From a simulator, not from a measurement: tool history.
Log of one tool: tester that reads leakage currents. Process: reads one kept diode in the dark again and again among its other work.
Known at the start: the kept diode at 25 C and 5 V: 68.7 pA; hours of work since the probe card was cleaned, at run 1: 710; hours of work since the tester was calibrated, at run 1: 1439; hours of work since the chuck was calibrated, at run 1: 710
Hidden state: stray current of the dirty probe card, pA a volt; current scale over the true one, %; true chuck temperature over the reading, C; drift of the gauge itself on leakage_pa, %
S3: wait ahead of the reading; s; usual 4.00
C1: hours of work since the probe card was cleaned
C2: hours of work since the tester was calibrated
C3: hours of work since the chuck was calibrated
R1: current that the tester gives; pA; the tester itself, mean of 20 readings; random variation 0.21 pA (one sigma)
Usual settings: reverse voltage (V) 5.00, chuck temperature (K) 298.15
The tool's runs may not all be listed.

Run 1, day 0.000: usual settings; C1 710; C2 1439; C3 710. Result: R1 79.96 pA.
Run 2, day 2.467: usual settings; C1 753; C2 1482; C3 753. Result: R1 80.51 pA.
Run 3, day 4.496: usual settings; C1 788; C2 1517; C3 788. Result: R1 81.60 pA.
Run 4, day 6.946: usual settings; C1 831; C2 1559; C3 831. Result: R1 81.93 pA.
Run 5, day 9.733: usual settings but chuck temperature (K) 316.15; C1 879; C2 1608; C3 879. Result: R1 277.33 pA.
Run 6, day 11.646: usual settings but chuck temperature (K) 327.15; C1 912; C2 1641; C3 912. Result: R1 563.23 pA.
Run 7, day 14.067: usual settings but chuck temperature (K) 327.15, S3 8.45 s; C1 954; C2 1683; C3 954. Result: R1 565.32 pA.
Run 8, day 15.604: usual settings; C1 981; C2 1710; C3 981. Result: R1 83.95 pA.
Run 9, day 17.496: usual settings but reverse voltage (V) 13.78; C1 1014; C2 1742; C3 1014. Result: R1 162.48 pA.
Run 10, day 18.667: usual settings but reverse voltage (V) 13.78; C1 1034; C2 1763; C3 1034. Result: R1 162.80 pA.
Run 11, day 21.029: usual settings but reverse voltage (V) 13.78; C1 1075; C2 1804; C3 1075. Result: R1 165.16 pA.
Run 12, day 22.700: usual settings but S3 0.69 s; C1 1104; C2 1833; C3 1104. Result: R1 87.96 pA.
Run 13, day 24.821: usual settings but S3 0.84 s; C1 1141; C2 1869; C3 1141. Result: R1 88.16 pA.
Run 14, day 26.692: usual settings but S3 0.84 s; C1 1173; C2 1902; C3 1173. Result: R1 88.73 pA.
At day 27.762: probe card cleaned and baked.
Run 15, day 28.392: usual settings but S3 0.84 s; C1 11; C2 1929; C3 1200. Result: R1 78.27 pA.
Run 16, day 29.717: usual settings but reverse voltage (V) 4.65, chuck temperature (K) 302.15, S3 5.03 s; C1 34; C2 1952; C3 1223. Result: R1 98.92 pA.
Run 17, day 32.350: usual settings but reverse voltage (V) 4.65, chuck temperature (K) 302.15, S3 5.03 s; C1 80; C2 1998; C3 1269. Result: R1 99.94 pA.
Run 18, day 35.188: usual settings but reverse voltage (V) 4.65, chuck temperature (K) 302.15, S3 5.03 s; C1 129; C2 2047; C3 1318. Result: R1 100.59 pA.
At day 35.396: tester calibrated.
Run 19, day 36.892: usual settings but reverse voltage (V) 7.34, chuck temperature (K) 302.15, S3 0.80 s; C1 157; C2 26; C3 1346. Result: R1 136.54 pA.
Run 20, day 38.400: usual settings but reverse voltage (V) 1.70, chuck temperature (K) 306.15, S3 2.97 s; C1 183; C2 52; C3 1372. Result: R1 73.84 pA.
Run 21, day 39.996: usual settings but reverse voltage (V) 1.70, chuck temperature (K) 306.15, S3 2.97 s; C1 211; C2 80; C3 1400. Result: R1 74.33 pA.
Run 22, day 41.675: usual settings but reverse voltage (V) 1.70, chuck temperature (K) 306.15, S3 2.97 s; C1 240; C2 109; C3 1429. Result: R1 74.61 pA.
Run 23, day 43.475: usual settings but reverse voltage (V) 7.01, chuck temperature (K) 297.15; C1 271; C2 140; C3 1461. Result: R1 92.16 pA.
At day 44.846: tester calibrated, once more.
Run 24, day 46.083: usual settings but reverse voltage (V) 7.01, chuck temperature (K) 307.15, S3 0.85 s; C1 315; C2 21; C3 1504. Result: R1 190.63 pA.
Run 25, day 47.483: usual settings but reverse voltage (V) 7.01, chuck temperature (K) 307.15, S3 0.85 s; C1 339; C2 46; C3 1529. Result: R1 192.24 pA.
Run 26, day 49.125: usual settings but reverse voltage (V) 5.72, chuck temperature (K) 307.15, S3 0.85 s; C1 368; C2 74; C3 1557. Result: R1 169.03 pA.
Run 27, day 51.358: usual settings but reverse voltage (V) 7.86; C1 406; C2 113; C3 1596. Result: R1 108.56 pA.

3 ways to go on from here, each from the tool as it stands after run 27. What would each give?
Run A, day 53.629: usual settings but reverse voltage (V) 15.91, S3 1.04 s; C1 446; C2 152; C3 1635. Result: R1 ?.
Run B, day 53.629: usual settings but reverse voltage (V) 7.86, chuck temperature (K) 316.15, S3 7.67 s; C1 446; C2 152; C3 1635. Result: R1 ?.
Run C, day 53.629: usual settings but reverse voltage (V) 1.19, chuck temperature (K) 316.15, S3 3.38 s; C1 446; C2 152; C3 1635. Result: R1 ?.

run      R1
  A  175.10
  B  376.18
  C  121.24
Without the tool's hidden state the same runs would have given:
run      R1
  A  143.60
  B  329.85
  C  107.23

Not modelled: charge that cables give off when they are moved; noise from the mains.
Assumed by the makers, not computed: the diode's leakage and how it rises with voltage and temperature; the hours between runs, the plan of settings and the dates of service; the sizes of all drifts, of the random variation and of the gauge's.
